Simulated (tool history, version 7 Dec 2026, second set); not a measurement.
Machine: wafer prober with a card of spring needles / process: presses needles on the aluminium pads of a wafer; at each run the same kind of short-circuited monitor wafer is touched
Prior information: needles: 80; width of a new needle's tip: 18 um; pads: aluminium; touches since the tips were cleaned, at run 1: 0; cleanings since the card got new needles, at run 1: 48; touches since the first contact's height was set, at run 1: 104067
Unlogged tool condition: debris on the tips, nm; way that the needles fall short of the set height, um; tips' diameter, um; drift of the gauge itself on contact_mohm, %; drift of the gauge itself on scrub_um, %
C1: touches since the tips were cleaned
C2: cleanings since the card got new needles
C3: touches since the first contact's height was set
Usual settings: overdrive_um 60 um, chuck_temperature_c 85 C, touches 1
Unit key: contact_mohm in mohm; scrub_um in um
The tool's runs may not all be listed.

Run 1, hour 0: usual settings; C1 0; C2 48; C3 104067. Result: contact_mohm 296 mohm, scrub_um 7.39 um.
At hour 5.2: tips cleaned on abrasive film.
Run 2, hour 9.3: usual settings; C1 1427; C2 49; C3 107284. Result: contact_mohm 320 mohm, scrub_um 7.4 um.
At hour 10.7: tips cleaned on abrasive film.
At hour 16.2: tips cleaned on abrasive film.
Run 3, hour 20: usual settings; C1 1312; C2 51; C3 110926. Result: contact_mohm 314 mohm, scrub_um 7.38 um.
At hour 21.9: tips cleaned on abrasive film.
Run 4, hour 26.1: usual settings; C1 1482; C2 52; C3 113022. Result: contact_mohm 318 mohm, scrub_um 7.38 um.
At hour 27.1: tips cleaned on abrasive film.
Run 5, hour 31: usual settings; C1 1347; C2 53; C3 114682. Result: contact_mohm 317 mohm, scrub_um 7.38 um.
At hour 33.3: tips cleaned on abrasive film.
At hour 35: height of the first contact set anew.
At hour 39.2: tips cleaned on abrasive film.
Run 6, hour 42.8: usual settings; C1 1257; C2 55; C3 2689. Result: contact_mohm 313 mohm, scrub_um 7.77 um.
At hour 45: tips cleaned on abrasive film.
At hour 50.8: tips cleaned on abrasive film.
Run 7, hour 51.4: usual settings; C1 218; C2 57; C3 5605. Result: contact_mohm 302 mohm, scrub_um 7.77 um.
At hour 56.8: tips cleaned on abrasive film.
Run 8, hour 60: usual settings; C1 1134; C2 58; C3 8563. Result: contact_mohm 305 mohm, scrub_um 7.77 um.
At hour 62.9: tips cleaned on abrasive film.
Run 9, hour 67.4: usual settings but overdrive_um 57 um; C1 1563; C2 59; C3 11083. Result: contact_mohm 320 mohm, scrub_um 7.36 um.
At hour 68.3: tips cleaned on abrasive film.
At hour 73.9: tips cleaned on abrasive film.
Run 10, hour 74.6: usual settings but chuck_temperature_c 106 C; C1 231; C2 61; C3 13533. Result: contact_mohm 303 mohm, scrub_um 7.72 um.
At hour 79.8: tips cleaned on abrasive film.
Run 11, hour 81.3: usual settings but chuck_temperature_c 106 C; C1 498; C2 62; C3 15819. Result: contact_mohm 308 mohm, scrub_um 7.74 um.
At hour 85.2: tips cleaned on abrasive film.
Run 12, hour 88.3: usual settings; C1 1068; C2 63; C3 18218. Result: contact_mohm 312 mohm, scrub_um 7.7 um.
At hour 90.9: tips cleaned on abrasive film.
At hour 96.2: tips cleaned on abrasive film.
Run 13, hour 97.2: usual settings but overdrive_um 53 um; C1 355; C2 65; C3 21267. Result: contact_mohm 305 mohm, scrub_um 6.78 um.
At hour 102: tips cleaned on abrasive film.
At hour 107.4: tips cleaned on abrasive film.
Run 14, hour 107.4: usual settings but overdrive_um 53 um; C1 0; C2 67; C3 24730. Result: contact_mohm 305 mohm, scrub_um 6.75 um.
At hour 112.9: tips cleaned on abrasive film.
At hour 118.2: tips cleaned on abrasive film.
Run 15, hour 118.2: usual settings but overdrive_um 58 um; C1 0; C2 69; C3 28412. Result: contact_mohm 299 mohm, scrub_um 7.44 um.
At hour 123.9: tips cleaned on abrasive film.
Run 16, hour 126.8: usual settings; C1 1005; C2 70; C3 31386. Result: contact_mohm 310 mohm, scrub_um 7.67 um.
At hour 129.8: tips cleaned on abrasive film.
Run 17, hour 133.2: usual settings but overdrive_um 48 um, chuck_temperature_c 31 C, touches 2; C1 1184; C2 71; C3 33588. Result: contact_mohm 305 mohm, scrub_um 6.13 um.
At hour 135.6: tips cleaned on abrasive film.
At hour 140.9: tips cleaned on abrasive film.
Run 18, hour 144: usual settings but overdrive_um 55 um, chuck_temperature_c 30 C, touches 2; C1 1093; C2 73; C3 37271. Result: contact_mohm 291 mohm, scrub_um 7 um.
At hour 146.2: tips cleaned on abrasive film.
At hour 151.8: tips cleaned on abrasive film.
Run 19, hour 154.5: usual settings but overdrive_um 55 um, chuck_temperature_c 122 C; C1 953; C2 75; C3 40865. Result: contact_mohm 325 mohm, scrub_um 6.96 um.
At hour 157.2: tips cleaned on abrasive film.
Run 20, hour 161.9: usual settings but overdrive_um 55 um, chuck_temperature_c 122 C; C1 1623; C2 76; C3 43371. Result: contact_mohm 331 mohm, scrub_um 6.94 um.
At hour 162.6: tips cleaned on abrasive film.
At hour 168.5: tips cleaned on abrasive film.
Run 21, hour 169.8: usual settings but overdrive_um 72 um, chuck_temperature_c 38 C; C1 443; C2 78; C3 46056. Result: contact_mohm 284 mohm, scrub_um 9.18 um.
At hour 174: tips cleaned on abrasive film.
Run 22, hour 179: usual settings but overdrive_um 72 um, chuck_temperature_c 38 C; C1 1746; C2 79; C3 49246. Result: contact_mohm 294 mohm, scrub_um 9.16 um.
At hour 180.2: tips cleaned on abrasive film.
At hour 185.5: tips cleaned on abrasive film.
Run 23, hour 188.7: usual settings but overdrive_um 72 um, chuck_temperature_c 38 C; C1 1139; C2 81; C3 52548. Result: contact_mohm 291 mohm, scrub_um 9.19 um.
At hour 191: tips cleaned on abrasive film.
At hour 196.2: tips cleaned on abrasive film.
Run 24, hour 199.7: usual settings but chuck_temperature_c 47 C, touches 2; C1 1238; C2 83; C3 56310. Result: contact_mohm 298 mohm, scrub_um 7.55 um.
At hour 201.5: tips cleaned on abrasive film.
At hour 206.7: tips cleaned on abrasive film.
Run 25, hour 208.1: usual settings but overdrive_um 79 um, chuck_temperature_c 41 C, touches 2; C1 497; C2 85; C3 59164. Result: contact_mohm 281 mohm, scrub_um 10.02 um.
At hour 212.3: tips cleaned on abrasive film.
Run 26, hour 213.2: usual settings but overdrive_um 63 um, chuck_temperature_c 41 C, touches 2; C1 292; C2 86; C3 60882. Result: contact_mohm 285 mohm, scrub_um 7.92 um.
At hour 218.1: tips cleaned on abrasive film.
At hour 224: tips cleaned on abrasive film.
Run 27, hour 224: usual settings but overdrive_um 58 um, chuck_temperature_c 41 C, touches 2; C1 0; C2 88; C3 64561. Result: contact_mohm 287 mohm, scrub_um 7.27 um.
At hour 229.7: tips cleaned on abrasive film.
Run 28, hour 230.9: usual settings but overdrive_um 58 um, chuck_temperature_c 41 C, touches 2; C1 445; C2 89; C3 66956. Result: contact_mohm 285 mohm, scrub_um 7.27 um.
At hour 235.9: tips cleaned on abrasive film.
Run 29, hour 239.5: usual settings but overdrive_um 58 um, chuck_temperature_c 41 C, touches 2; C1 1250; C2 90; C3 69900. Result: contact_mohm 295 mohm, scrub_um 7.24 um.
At hour 242.1: tips cleaned on abrasive film.
At hour 247.7: tips cleaned on abrasive film.
Run 30, hour 250: usual settings but overdrive_um 58 um, chuck_temperature_c 41 C, touches 2; C1 796; C2 92; C3 73470. Result: contact_mohm 290 mohm, scrub_um 7.24 um.
At hour 253.8: tips cleaned on abrasive film.
Run 31, hour 255.6: usual settings but overdrive_um 66 um, chuck_temperature_c 28 C, touches 3; C1 621; C2 93; C3 75385. Result: contact_mohm 280 mohm, scrub_um 8.26 um.

What if the next run were any one of these 3? Each begins from the tool's condition after run 31:
At hour 259.2: tips cleaned on abrasive film.
At hour 264.7: tips cleaned on abrasive film.
Run A, hour 267: usual settings but overdrive_um 45 um, chuck_temperature_c 28 C, touches 3; C1 798; C2 95; C3 79285. Result: contact_mohm ?, scrub_um ?.
At hour 259.2: tips cleaned on abrasive film.
At hour 264.7: tips cleaned on abrasive film.
Run B, hour 267: usual settings but touches 2; C1 798; C2 95; C3 79285. Result: contact_mohm ?, scrub_um ?.
At hour 259.2: tips cleaned on abrasive film.
At hour 264.7: tips cleaned on abrasive film.
Run C, hour 267: usual settings but overdrive_um 74 um, chuck_temperature_c 86 C; C1 798; C2 95; C3 79285. Result: contact_mohm ?, scrub_um ?.

run  contact_mohm  scrub_um
  A           296      5.49
  B           303      7.49
  C           298      9.34
Take away the tool's hidden state, keep each run's random variation, and the runs would have read:
run  contact_mohm  scrub_um
  A           284      5.78
  B           293      7.78
  C           287      9.63
